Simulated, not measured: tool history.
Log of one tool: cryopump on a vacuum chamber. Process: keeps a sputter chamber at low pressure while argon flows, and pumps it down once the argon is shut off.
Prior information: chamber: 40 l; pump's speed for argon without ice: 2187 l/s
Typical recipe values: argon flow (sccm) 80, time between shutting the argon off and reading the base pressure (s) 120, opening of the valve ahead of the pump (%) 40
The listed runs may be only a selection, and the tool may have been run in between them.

run	hour	argon flow (sccm)	time between shutting the argon off and reading the base pressure (s)	opening of the valve ahead of the pump (%)	pressure while argon flows (Pa)	pressure after the wait (uPa)
1	0	80	120	40	0.1603	0.71
2	17.9	80	120	40	0.1595	0.7
3	48.5	80	120	40	0.1611	0.67
4	86.6	80	120	40	0.1621	0.71
5	111.4	80	120	40	0.1621	0.71
6	141	80	120	40	0.1634	0.76
7	176.3	80	120	29	0.2225	0.75
8	212.3	80	120	29	0.2214	0.76
9	253.2	80	120	40	0.1647	0.84
10	271.6	80	120	40	0.1647	0.79
11	302.4	80	120	40	0.1665	0.8
12	327.8	80	120	40	0.1667	0.83
13	361.1	80	266	40	0.1685	0.75
14	382.1	80	266	40	0.1678	0.77
15	414.2	80	120	40	0.1681	0.9
16	442.8	80	120	47	0.1457	0.86
17	476.5	80	120	40	0.1702	0.88
18	496.7	80	179	15	0.4265	0.81
19	528.9	49	120	40	0.1036	0.91
20	561.1	49	120	40	0.1058	0.94
21	589.5	105	69	56	0.1699	1.07
22	627.3	57	162	38	0.1308	0.92
23	660.3	37	83	37	0.0861	1.08
24	684.6	56	120	48	0.1057	0.96
25	708.9	115	20	41	0.2496	2.09
26	739.8	115	118	41	0.2515	1
27	760.6	115	118	41	0.2516	1.07
28	800.3	115	118	41	0.2538	1.06
29	826.5	115	118	41	0.2554	1.05
30	844.3	115	48	46	0.232	1.43
31	863.5	34	39	46	0.0689	1.59
32	883.3	34	39	46	0.0694	1.58
33	916	148	39	46	0.3029	1.53
34	933.3	148	39	46	0.3027	1.59

Here are 3 independent what-if runs from the current tool condition. What would each one return?
# hour 964.3: pump warmed up, emptied and cooled again
A	964.5	83	30	28	?	?
# hour 964.3: pump warmed up, emptied and cooled again
B	964.5	148	30	46	?	?
# hour 964.3: pump warmed up, emptied and cooled again
C	964.5	148	88	37	?	?

run	pressure while argon flows (Pa)	pressure after the wait (uPa)
A	0.2282	1.55
B	0.2511	1.47
C	0.3123	0.94
What these runs would have given with no unlogged condition in the tool:
run	pressure while argon flows (Pa)	pressure after the wait (uPa)
A	0.2276	1.03
B	0.25	0.99
C	0.3113	0.44

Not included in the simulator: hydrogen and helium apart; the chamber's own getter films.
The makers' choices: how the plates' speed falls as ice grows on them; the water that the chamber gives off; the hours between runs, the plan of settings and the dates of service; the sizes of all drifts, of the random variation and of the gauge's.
